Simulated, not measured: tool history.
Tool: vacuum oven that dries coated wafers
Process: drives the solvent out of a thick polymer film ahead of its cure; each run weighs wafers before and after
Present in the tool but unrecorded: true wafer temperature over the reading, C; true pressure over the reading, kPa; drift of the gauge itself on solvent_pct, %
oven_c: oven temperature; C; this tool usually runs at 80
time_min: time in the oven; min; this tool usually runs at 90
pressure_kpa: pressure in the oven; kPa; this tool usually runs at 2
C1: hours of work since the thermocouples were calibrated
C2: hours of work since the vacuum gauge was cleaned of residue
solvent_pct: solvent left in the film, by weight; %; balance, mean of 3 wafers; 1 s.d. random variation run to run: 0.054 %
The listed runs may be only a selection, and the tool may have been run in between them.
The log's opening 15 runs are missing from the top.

run 16 hour=964.3 | oven_c=80 time_min=55 pressure_kpa=2 | C1=574 C2=679 | solvent_pct=4.08
run 17 hour=999 | oven_c=65 time_min=63 pressure_kpa=7.49 | C1=596 C2=701 | solvent_pct=9.03
run 18 hour=1044 | oven_c=92 time_min=136 pressure_kpa=2 | C1=625 C2=730 | solvent_pct=0.63
run 19 hour=1123.1 | oven_c=79 time_min=129 pressure_kpa=5.75 | C1=676 C2=781 | solvent_pct=3.03
run 20 hour=1196.6 | oven_c=93 time_min=129 pressure_kpa=2.92 | C1=724 C2=829 | solvent_pct=0.66
-- hour=1222.7 oven's thermocouples calibrated
run 21 hour=1244.6 | oven_c=93 time_min=102 pressure_kpa=2.6 | C1=14 C2=859 | solvent_pct=0.68
run 22 hour=1291.1 | oven_c=79 time_min=113 pressure_kpa=3.23 | C1=44 C2=889 | solvent_pct=2.17
run 23 hour=1333.3 | oven_c=93 time_min=87 pressure_kpa=3.73 | C1=71 C2=916 | solvent_pct=1.03
run 24 hour=1414.5 | oven_c=75 time_min=87 pressure_kpa=1.16 | C1=124 C2=968 | solvent_pct=3.06
run 25 hour=1481.4 | oven_c=75 time_min=87 pressure_kpa=1.16 | C1=167 C2=1012 | solvent_pct=3.05
run 26 hour=1530.5 | oven_c=76 time_min=90 pressure_kpa=2 | C1=199 C2=1043 | solvent_pct=2.94
run 27 hour=1569.8 | oven_c=80 time_min=90 pressure_kpa=4.29 | C1=224 C2=1069 | solvent_pct=2.82
run 28 hour=1625.4 | oven_c=92 time_min=90 pressure_kpa=3.19 | C1=260 C2=1105 | solvent_pct=0.92
run 29 hour=1687.6 | oven_c=86 time_min=59 pressure_kpa=3.24 | C1=300 C2=1145 | solvent_pct=2.44
run 30 hour=1755.8 | oven_c=87 time_min=46 pressure_kpa=1.31 | C1=345 C2=1189 | solvent_pct=2.52

What if the next run were any one of these 4? Each begins from the tool's condition after run 30:
run A hour=1835.7 | oven_c=87 time_min=46 pressure_kpa=2.38 | C1=396 C2=1241 | solvent_pct=?
run B hour=1835.7 | oven_c=87 time_min=89 pressure_kpa=1.31 | C1=396 C2=1241 | solvent_pct=?
run C hour=1835.7 | oven_c=83 time_min=90 pressure_kpa=4.52 | C1=396 C2=1241 | solvent_pct=?
run D hour=1835.7 | oven_c=67 time_min=57 pressure_kpa=2.59 | C1=396 C2=1241 | solvent_pct=?

run=A solvent_pct=2.88
run=B solvent_pct=0.93
run=C solvent_pct=2.43
run=D solvent_pct=7.2
Take away the tool's hidden state, keep each run's random variation, and the runs would have read:
run=A solvent_pct=2.69
run=B solvent_pct=0.8
run=C solvent_pct=2.23
run=D solvent_pct=6.96
